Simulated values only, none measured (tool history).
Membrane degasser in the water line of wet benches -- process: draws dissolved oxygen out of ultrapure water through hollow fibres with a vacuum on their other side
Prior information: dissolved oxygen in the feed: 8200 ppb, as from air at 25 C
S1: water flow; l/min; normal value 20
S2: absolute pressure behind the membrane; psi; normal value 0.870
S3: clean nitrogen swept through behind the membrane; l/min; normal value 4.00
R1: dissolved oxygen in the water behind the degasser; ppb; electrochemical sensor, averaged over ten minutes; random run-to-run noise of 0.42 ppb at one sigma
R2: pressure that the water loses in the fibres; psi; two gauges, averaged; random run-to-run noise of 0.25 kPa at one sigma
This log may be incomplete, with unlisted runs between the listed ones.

run 1 hour=0.0 | S1=20 S2=0.870 S3=4.00 | R1=39.8 R2=9.613
run 2 hour=66.4 | S1=20 S2=0.870 S3=4.00 | R1=39.7 R2=9.642
run 3 hour=168.8 | S1=20 S2=0.870 S3=4.00 | R1=40.2 R2=9.665
run 4 hour=256.6 | S1=20 S2=0.870 S3=4.00 | R1=40.8 R2=9.628
run 5 hour=400.9 | S1=20 S2=0.870 S3=4.00 | R1=40.5 R2=9.626
run 6 hour=535.6 | S1=20 S2=0.870 S3=4.00 | R1=40.7 R2=9.731
run 7 hour=688.2 | S1=20 S2=0.870 S3=4.00 | R1=39.9 R2=9.704
run 8 hour=765.5 | S1=20 S2=0.870 S3=4.00 | R1=40.5 R2=9.644
-- hour=813.6 vacuum gauge calibrated
run 9 hour=901.0 | S1=20 S2=0.870 S3=4.00 | R1=36.7 R2=9.665
run 10 hour=995.3 | S1=20 S2=1.878 S3=4.00 | R1=122.1 R2=9.781
run 11 hour=1151.6 | S1=14 S2=1.843 S3=3.23 | R1=102.8 R2=6.776
run 12 hour=1223.7 | S1=14 S2=1.843 S3=3.23 | R1=102.6 R2=6.843
run 13 hour=1349.4 | S1=15 S2=0.567 S3=1.91 | R1=15.7 R2=7.297
run 14 hour=1421.7 | S1=27 S2=1.504 S3=2.18 | R1=209.8 R2=13.178
run 15 hour=1522.9 | S1=20 S2=1.211 S3=9.55 | R1=29.9 R2=9.731
run 16 hour=1613.3 | S1=15 S2=0.870 S3=1.88 | R1=56.2 R2=7.337

Predict each of these 5 candidate next runs independently; none follows another, all start after run 16:
run A hour=1773.0 | S1=25 S2=0.870 S3=10.05 | R1=? R2=?
run B hour=1773.0 | S1=22 S2=0.602 S3=4.84 | R1=? R2=?
run C hour=1773.0 | S1=13 S2=0.870 S3=3.92 | R1=? R2=?
run D hour=1773.0 | S1=28 S2=0.767 S3=2.43 | R1=? R2=?
run E hour=1773.0 | S1=14 S2=0.809 S3=2.13 | R1=? R2=?

run=A R1=22.2 R2=12.301
run=B R1=14.7 R2=10.788
run=C R1=25.4 R2=6.367
run=D R1=64.6 R2=13.790
run=E R1=40.3 R2=6.834
Take away the tool's hidden state, keep each run's random variation, and the runs would have read:
run=A R1=20.8 R2=11.963
run=B R1=13.3 R2=10.492
run=C R1=24.4 R2=6.192
run=D R1=61.8 R2=13.412
run=E R1=38.6 R2=6.646

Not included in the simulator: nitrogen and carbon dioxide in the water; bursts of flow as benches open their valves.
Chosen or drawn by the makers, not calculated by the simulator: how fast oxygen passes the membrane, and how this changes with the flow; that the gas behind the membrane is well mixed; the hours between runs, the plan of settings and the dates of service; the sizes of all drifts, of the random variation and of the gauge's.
